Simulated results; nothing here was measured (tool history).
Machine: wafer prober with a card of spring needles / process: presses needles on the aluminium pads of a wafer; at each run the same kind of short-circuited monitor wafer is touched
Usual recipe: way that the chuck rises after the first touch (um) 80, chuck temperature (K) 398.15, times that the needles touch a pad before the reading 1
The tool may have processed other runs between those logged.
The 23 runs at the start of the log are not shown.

run,day,way that the chuck rises after the first touch (um),chuck temperature (K),times that the needles touch a pad before the reading,resistance of one needle with its contact and lead (mohm),way that a needle slides on the pad (um)
24,23.175,80,383.15,1,244,10.54
# day 23.242: tips cleaned on abrasive film
# day 24.325: tips cleaned on abrasive film
25,24.529,61,327.15,1,235,8.01
26,25.138,61,327.15,1,270,8.04
# day 25.325: tips cleaned on abrasive film
27,26.262,61,327.15,1,275,7.99
# day 26.342: tips cleaned on abrasive film
# day 27.342: tips cleaned on abrasive film
28,27.500,61,327.15,1,231,7.96
# day 28.392: tips cleaned on abrasive film
29,28.762,74,304.15,1,229,9.77
# day 29.429: tips cleaned on abrasive film
30,29.446,70,398.15,2,221,9.21
# day 30.433: tips cleaned on abrasive film
31,30.525,70,398.15,2,225,9.14

4 options for the next run, each taken on its own from the tool as it stands now. Forecast them:
A,31.242,64,369.15,1,?,?
B,31.242,82,342.15,1,?,?
C,31.242,64,316.15,2,?,?
D,31.242,80,398.15,1,?,?

run,resistance of one needle with its contact and lead (mohm),way that a needle slides on the pad (um)
A,271,8.34
B,237,10.76
C,239,8.30
D,250,10.39
Without the tool's hidden state the same runs would have given:
run,resistance of one needle with its contact and lead (mohm),way that a needle slides on the pad (um)
A,207,8.47
B,195,10.89
C,197,8.43
D,210,10.52

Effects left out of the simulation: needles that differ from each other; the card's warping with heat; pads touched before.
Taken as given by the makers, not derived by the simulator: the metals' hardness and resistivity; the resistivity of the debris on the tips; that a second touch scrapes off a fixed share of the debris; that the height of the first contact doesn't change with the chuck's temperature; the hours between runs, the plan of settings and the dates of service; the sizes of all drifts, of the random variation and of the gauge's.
